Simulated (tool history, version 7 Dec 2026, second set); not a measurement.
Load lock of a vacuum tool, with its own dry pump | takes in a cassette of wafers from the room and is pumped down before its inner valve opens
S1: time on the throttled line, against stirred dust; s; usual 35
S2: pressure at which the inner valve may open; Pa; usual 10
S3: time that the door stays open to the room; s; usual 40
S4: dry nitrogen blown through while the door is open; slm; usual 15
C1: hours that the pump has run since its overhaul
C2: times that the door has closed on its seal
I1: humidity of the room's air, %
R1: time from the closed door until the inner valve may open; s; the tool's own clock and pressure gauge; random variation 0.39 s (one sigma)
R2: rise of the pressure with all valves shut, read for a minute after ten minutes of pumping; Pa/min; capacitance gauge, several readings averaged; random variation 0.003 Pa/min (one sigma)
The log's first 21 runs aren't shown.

| run | hour | S1 | S2 | S3 | S4 | C1 | C2 | I1 | R1 | R2 |
|---|---|---|---|---|---|---|---|---|---|---|
| 22 | 3980 | 29 | 10 | 40 | 15 | 14088 | 9694 | 46.8 | 68.2 | 0.044 |
| 23 | 4161.3 | 35 | 10 | 40 | 21 | 14270 | 9990 | 45.8 | 74.3 | 0.043 |
| 24 | 4404.9 | 35 | 10 | 50 | 11 | 14513 | 10387 | 42.3 | 74.1 | 0.046 |
| 25 | 4532.6 | 35 | 10 | 121 | 5 | 14641 | 10595 | 44.7 | 75 | 0.107 |
| 26 | 4684.9 | 35 | 19 | 121 | 5 | 14793 | 10844 | 43.2 | 71.9 | 0.104 |
| 27 | 4791.7 | 35 | 19 | 121 | 5 | 14900 | 11018 | 48.3 | 71.9 | 0.112 |
| 28 | 4919.4 | 35 | 19 | 121 | 5 | 15028 | 11226 | 44 | 71.9 | 0.11 |
| 29 | 5134.8 | 35 | 18 | 121 | 5 | 15243 | 11577 | 45.6 | 71.5 | 0.108 |
| 30 | 5266.4 | 25 | 8 | 121 | 5 | 15375 | 11792 | 44.1 | 67.7 | 0.105 |
| 31 | 5389.5 | 25 | 8 | 121 | 5 | 15498 | 11993 | 42.3 | 68.5 | 0.111 |
| 32 | 5585.1 | 35 | 12 | 40 | 15 | 15693 | 12312 | 48.2 | 74.2 | 0.048 |
|  | 5693.9 | dry pump taken out, an overhauled one fitted |
| 33 | 5781.8 | 35 | 12 | 40 | 15 | 88 | 12623 | 43.5 | 65.3 | 0.048 |
| 34 | 5928.6 | 35 | 16 | 40 | 15 | 235 | 12862 | 44.2 | 64.8 | 0.041 |
| 35 | 6165.8 | 35 | 16 | 184 | 20 | 472 | 13249 | 45.8 | 64.8 | 0.102 |
| 36 | 6362.4 | 35 | 9 | 52 | 24 | 669 | 13569 | 46.4 | 66.9 | 0.052 |
| 37 | 6598.7 | 35 | 10 | 52 | 17 | 905 | 13955 | 46 | 66.7 | 0.057 |

4 ways to go on from here, each from the tool as it stands after run 37. What would each give?
| A | 6838.1 | 40 | 10 | 68 | 15 | 1144 | 14345 | 42.7 | ? | ? |
| B | 6838.1 | 35 | 10 | 74 | 17 | 1144 | 14345 | 42.9 | ? | ? |
| C | 6838.1 | 35 | 10 | 40 | 21 | 1144 | 14345 | 46.5 | ? | ? |
| D | 6838.1 | 35 | 10 | 40 | 44 | 1144 | 14345 | 41.7 | ? | ? |

| run | R1 | R2 |
|---|---|---|
| A | 71 | 0.062 |
| B | 66 | 0.067 |
| C | 66.9 | 0.047 |
| D | 66.6 | 0.039 |
Without the tool's hidden state the same runs would have given:
| run | R1 | R2 |
|---|---|---|
| A | 69.9 | 0.041 |
| B | 64.9 | 0.046 |
| C | 65.8 | 0.026 |
| D | 65.5 | 0.018 |
